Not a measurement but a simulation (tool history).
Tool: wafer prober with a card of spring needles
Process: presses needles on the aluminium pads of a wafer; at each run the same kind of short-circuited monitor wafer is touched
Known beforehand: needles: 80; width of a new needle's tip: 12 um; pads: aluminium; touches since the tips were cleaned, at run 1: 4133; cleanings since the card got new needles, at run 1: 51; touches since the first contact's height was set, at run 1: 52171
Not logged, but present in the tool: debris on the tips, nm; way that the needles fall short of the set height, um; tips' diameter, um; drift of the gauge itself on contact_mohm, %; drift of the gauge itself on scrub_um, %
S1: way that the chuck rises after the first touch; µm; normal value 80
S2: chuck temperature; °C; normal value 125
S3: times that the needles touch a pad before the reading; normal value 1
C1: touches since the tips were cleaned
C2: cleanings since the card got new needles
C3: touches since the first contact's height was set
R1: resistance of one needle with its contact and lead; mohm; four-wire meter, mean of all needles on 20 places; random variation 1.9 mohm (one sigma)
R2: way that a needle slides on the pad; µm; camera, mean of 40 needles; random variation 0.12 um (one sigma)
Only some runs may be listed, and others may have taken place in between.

run     day  S1   S2  S3    C1  C2      C3   R1     R2
  1   0.000  80  125   1  4133  51   52171  284  12.30
      0.112  -- tips cleaned on abrasive film
      0.717  -- tips cleaned on abrasive film
  2   1.142  80  125   1  4073  53   63051  284  12.25
      1.279  -- tips cleaned on abrasive film
  3   1.725  80  125   1  4287  54   68637  283  12.45
      1.821  -- tips cleaned on abrasive film
      2.404  -- tips cleaned on abrasive film
  4   2.438  80  125   1   344  56   75404  229  12.21
      2.938  -- tips cleaned on abrasive film
  5   3.325  80  125   1  3719  57   83885  283  12.18
      3.496  -- tips cleaned on abrasive film
  6   3.992  95  125   1  4733  58   90234  267  14.64
      4.079  -- tips cleaned on abrasive film
      4.612  -- tips cleaned on abrasive film
  7   4.883  95  125   1  2606  60   98750  254  14.63
      5.188  -- tips cleaned on abrasive film
  8   5.388  95  125   1  1931  61  103542  246  14.52
      5.725  -- tips cleaned on abrasive film
      6.271  -- tips cleaned on abrasive film
  9   6.446  91  125   2  1660  63  113613  230  13.65
      6.850  -- tips cleaned on abrasive film
 10   6.925  63   65   1   724  64  118199  252   9.47
      7.417  -- tips cleaned on abrasive film
 11   7.833  78   65   1  3994  65  126865  287  11.71
      7.996  -- tips cleaned on abrasive film
      8.550  -- tips cleaned on abrasive film
 12   8.550  82   45   1     0  67  133679  204  12.24
      9.096  -- tips cleaned on abrasive film
 13   9.192  84  125   1   915  68  139807  237  12.63
      9.696  -- tips cleaned on abrasive film
 14  10.125  80   87   2  4140  69  148740  259  11.95
     10.279  -- tips cleaned on abrasive film
     10.850  -- tips cleaned on abrasive film
 15  10.962  80   87   2  1103  71  156717  226  11.87
     11.433  -- tips cleaned on abrasive film
     12.008  -- tips cleaned on abrasive film
 16  12.100  80   92   1   859  73  167558  230  11.99

Consider 4 possible next runs. They are alternatives, not a sequence: every one starts from the tool as it was left by run 16. What does each give?
     12.608  -- tips cleaned on abrasive film
  A  12.738  83   48   1  1246  74  173659   ?   ?
     12.608  -- tips cleaned on abrasive film
  B  12.738  74   31   3  1246  74  173659   ?   ?
     12.608  -- tips cleaned on abrasive film
  C  12.738  83   80   2  1246  74  173659   ?   ?
     12.608  -- tips cleaned on abrasive film
  D  12.738  66  125   1  1246  74  173659   ?   ?

run   R1     R2
  A  227  12.62
  B  207  10.89
  C  220  12.61
  D  270   9.53
With no hidden state in the tool, these same runs would have given:
run   R1     R2
  A  188  13.12
  B  187  11.39
  C  195  13.12
  D  214  10.03

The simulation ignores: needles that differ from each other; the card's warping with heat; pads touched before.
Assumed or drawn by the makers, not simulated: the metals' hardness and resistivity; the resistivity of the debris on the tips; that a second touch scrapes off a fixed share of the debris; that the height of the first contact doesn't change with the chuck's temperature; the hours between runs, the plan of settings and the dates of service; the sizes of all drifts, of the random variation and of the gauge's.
